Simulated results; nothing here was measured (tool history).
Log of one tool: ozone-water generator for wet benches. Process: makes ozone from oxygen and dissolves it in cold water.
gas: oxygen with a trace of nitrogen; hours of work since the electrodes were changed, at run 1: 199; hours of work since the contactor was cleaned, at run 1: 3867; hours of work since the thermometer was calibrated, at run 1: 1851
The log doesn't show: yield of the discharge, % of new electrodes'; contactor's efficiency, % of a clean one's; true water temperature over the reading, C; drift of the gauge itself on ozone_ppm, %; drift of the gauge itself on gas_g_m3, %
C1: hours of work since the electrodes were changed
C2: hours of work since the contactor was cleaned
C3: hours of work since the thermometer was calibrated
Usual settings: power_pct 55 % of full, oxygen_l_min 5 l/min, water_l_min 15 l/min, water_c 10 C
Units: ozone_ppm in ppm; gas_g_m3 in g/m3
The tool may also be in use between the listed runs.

{"run": 1, "hour": 0.0, "power_pct": 55, "oxygen_l_min": 5, "water_l_min": 15, "water_c": 10, "C1": 199, "C2": 3867, "C3": 1851, "ozone_ppm": 24.6, "gas_g_m3": 195.7}
{"run": 2, "hour": 31.2, "power_pct": 55, "oxygen_l_min": 5, "water_l_min": 15, "water_c": 10, "C1": 222, "C2": 3890, "C3": 1874, "ozone_ppm": 24.6, "gas_g_m3": 193.5}
{"run": 3, "hour": 98.9, "power_pct": 55, "oxygen_l_min": 5, "water_l_min": 15, "water_c": 10, "C1": 271, "C2": 3940, "C3": 1923, "ozone_ppm": 24.5, "gas_g_m3": 193.8}
{"run": 4, "hour": 161.0, "power_pct": 55, "oxygen_l_min": 5, "water_l_min": 15, "water_c": 10, "C1": 317, "C2": 3986, "C3": 1969, "ozone_ppm": 24.5, "gas_g_m3": 194.2}
{"run": 5, "hour": 199.2, "power_pct": 55, "oxygen_l_min": 5, "water_l_min": 11, "water_c": 10, "C1": 345, "C2": 4014, "C3": 1997, "ozone_ppm": 30.4, "gas_g_m3": 191.1}
{"run": 6, "hour": 251.8, "power_pct": 55, "oxygen_l_min": 5, "water_l_min": 21, "water_c": 10, "C1": 384, "C2": 4052, "C3": 2036, "ozone_ppm": 18.6, "gas_g_m3": 194.7}
{"run": 7, "hour": 308.1, "power_pct": 55, "oxygen_l_min": 5, "water_l_min": 21, "water_c": 10, "C1": 425, "C2": 4094, "C3": 2077, "ozone_ppm": 18.7, "gas_g_m3": 192.1}
{"run": 8, "hour": 372.6, "power_pct": 55, "oxygen_l_min": 5, "water_l_min": 21, "water_c": 10, "C1": 473, "C2": 4141, "C3": 2125, "ozone_ppm": 18.7, "gas_g_m3": 192.7}
{"run": 9, "hour": 408.7, "power_pct": 55, "oxygen_l_min": 5, "water_l_min": 15, "water_c": 10, "C1": 499, "C2": 4168, "C3": 2151, "ozone_ppm": 24.3, "gas_g_m3": 193.0}
{"run": 10, "hour": 464.1, "power_pct": 55, "oxygen_l_min": 5, "water_l_min": 15, "water_c": 10, "C1": 540, "C2": 4209, "C3": 2192, "ozone_ppm": 24.1, "gas_g_m3": 192.9}
{"run": 11, "hour": 521.8, "power_pct": 83, "oxygen_l_min": 5, "water_l_min": 15, "water_c": 10, "C1": 583, "C2": 4251, "C3": 2235, "ozone_ppm": 33.4, "gas_g_m3": 260.3}
{"run": 12, "hour": 552.4, "power_pct": 83, "oxygen_l_min": 5, "water_l_min": 21, "water_c": 10, "C1": 605, "C2": 4274, "C3": 2257, "ozone_ppm": 25.4, "gas_g_m3": 261.6}
{"run": 13, "hour": 597.3, "power_pct": 83, "oxygen_l_min": 5, "water_l_min": 21, "water_c": 10, "C1": 638, "C2": 4307, "C3": 2290, "ozone_ppm": 25.5, "gas_g_m3": 263.0}
{"run": 14, "hour": 635.8, "power_pct": 83, "oxygen_l_min": 5, "water_l_min": 21, "water_c": 15, "C1": 666, "C2": 4335, "C3": 2318, "ozone_ppm": 24.0, "gas_g_m3": 262.4}
{"run": 15, "hour": 685.1, "power_pct": 41, "oxygen_l_min": 5, "water_l_min": 15, "water_c": 13, "C1": 703, "C2": 4371, "C3": 2355, "ozone_ppm": 18.8, "gas_g_m3": 154.5}

Forecast run 16:
{"run": 16, "hour": 751.8, "power_pct": 41, "oxygen_l_min": 5, "water_l_min": 15, "water_c": 13, "C1": 752, "C2": 4420, "C3": 2404, "ozone_ppm": "?", "gas_g_m3": "?"}

ozone_ppm: 18.7 ppm
gas_g_m3: 154.2 g/m3
Without the tool's hidden state the same run would have given ozone_ppm 19.4 ppm, gas_g_m3 155.3 g/m3.

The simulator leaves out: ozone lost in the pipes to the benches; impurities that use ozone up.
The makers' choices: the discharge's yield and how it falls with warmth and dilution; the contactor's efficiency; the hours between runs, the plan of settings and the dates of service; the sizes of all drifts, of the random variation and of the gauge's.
